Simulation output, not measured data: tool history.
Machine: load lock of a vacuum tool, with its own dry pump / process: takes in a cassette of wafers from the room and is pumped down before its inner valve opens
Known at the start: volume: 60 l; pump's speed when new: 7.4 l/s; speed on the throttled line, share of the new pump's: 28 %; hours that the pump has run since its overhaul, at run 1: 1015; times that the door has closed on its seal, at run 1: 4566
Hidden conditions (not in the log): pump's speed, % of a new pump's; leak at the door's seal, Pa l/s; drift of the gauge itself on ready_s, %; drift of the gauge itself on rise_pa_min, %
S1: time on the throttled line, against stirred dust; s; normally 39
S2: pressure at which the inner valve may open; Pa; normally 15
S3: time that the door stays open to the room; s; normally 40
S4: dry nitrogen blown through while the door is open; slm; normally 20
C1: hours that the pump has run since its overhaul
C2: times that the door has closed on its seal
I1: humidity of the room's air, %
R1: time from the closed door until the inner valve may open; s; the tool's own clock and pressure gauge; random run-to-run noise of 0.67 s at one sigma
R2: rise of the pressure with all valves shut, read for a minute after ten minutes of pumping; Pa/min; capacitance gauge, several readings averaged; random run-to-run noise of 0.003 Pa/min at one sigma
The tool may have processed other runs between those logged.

run	hour	S1	S2	S3	S4	C1	C2	I1	R1	R2
1	0.0	39	15	40	20	1015	4566	44.9	100.3	0.034
2	342.5	39	15	40	20	1357	6107	45.3	101.1	0.045
3	564.8	39	15	40	20	1580	7107	44.8	101.2	0.041
4	878.3	39	15	40	20	1893	8517	40.6	100.6	0.042
5	1180.5	39	15	40	20	2195	9877	47.6	101.9	0.050
6	1443.9	39	15	40	20	2459	11062	43.9	102.3	0.054
7	1919.2	39	15	40	20	2934	13200	45.2	101.7	0.057
8	2295.6	39	15	40	20	3310	14894	43.8	102.2	0.067
9	2535.1	39	18	40	20	3550	15972	45.5	100.1	0.065
10	2759.4	39	18	40	20	3774	16981	40.7	100.6	0.070
11	3232.3	39	18	40	20	4247	19108	45.7	101.0	0.078
12	3554.8	39	18	40	20	4570	20559	45.6	101.4	0.084
13	3840.7	39	18	40	20	4855	21846	48.6	100.6	0.088
14	4169.4	39	18	40	20	5184	23324	45.6	101.6	0.094
15	4529.1	39	18	40	20	5544	24943	47.7	101.6	0.097
16	4976.2	39	15	40	33	5991	26954	46.8	104.7	0.108
17	5409.9	34	25	30	16	6425	28906	45.2	94.2	0.125
18	5845.4	34	25	30	16	6860	30865	41.7	95.0	0.131
19	6305.0	58	11	30	5	7320	32933	45.7	121.1	0.163
20	6500.0	28	18	175	20	7515	33810	42.7	95.5	0.170
21	6920.7	28	19	160	20	7936	35703	43.9	94.2	0.181
22	7368.2	59	19	207	8	8383	37716	44.6	116.9	0.226
23	7812.9	59	19	207	8	8828	39717	43.9	117.6	0.244
24	8024.2	59	19	207	8	9039	40668	45.0	117.8	0.253
25	8228.8	29	14	207	8	9244	41588	46.7	99.8	0.251
26	8648.6	38	12	40	20	9663	43477	42.6	106.5	0.215
27	9077.9	38	12	40	20	10093	45408	44.8	108.1	0.222
28	9450.7	38	12	40	20	10466	47086	42.0	108.6	0.235
29	9646.8	52	11	40	23	10662	47968	45.2	119.3	0.248
30	9871.3	52	15	40	8	10886	48979	42.0	114.1	0.252
31	10193.9	39	16	40	41	11209	50430	42.9	106.6	0.251

Pick out some run-to-run changes in R1. Of each, how much would a tool without hidden state show as well, from the settings, what came in and chance, and how much is left for the hidden state and any gauge scatter not in both results compared?
Run 18 -> 19: S1 34 -> 58, S2 25 -> 11, S4 16 -> 5. R1 +26.1 s: hidden state +0.5, all else +25.6.
Run 19 -> 20: S1 58 -> 28, S2 11 -> 18, S3 30 -> 175, S4 5 -> 20. R1 -25.6 s: hidden state +0.3, all else -25.9.
Run 21 -> 22: S1 28 -> 59, S3 160 -> 207, S4 20 -> 8. R1 +22.7 s: hidden state -0.4, all else +23.1.
Run 24 -> 25: S1 59 -> 29, S2 19 -> 14. R1 -18.0 s: hidden state +1.0, all else -19.0.

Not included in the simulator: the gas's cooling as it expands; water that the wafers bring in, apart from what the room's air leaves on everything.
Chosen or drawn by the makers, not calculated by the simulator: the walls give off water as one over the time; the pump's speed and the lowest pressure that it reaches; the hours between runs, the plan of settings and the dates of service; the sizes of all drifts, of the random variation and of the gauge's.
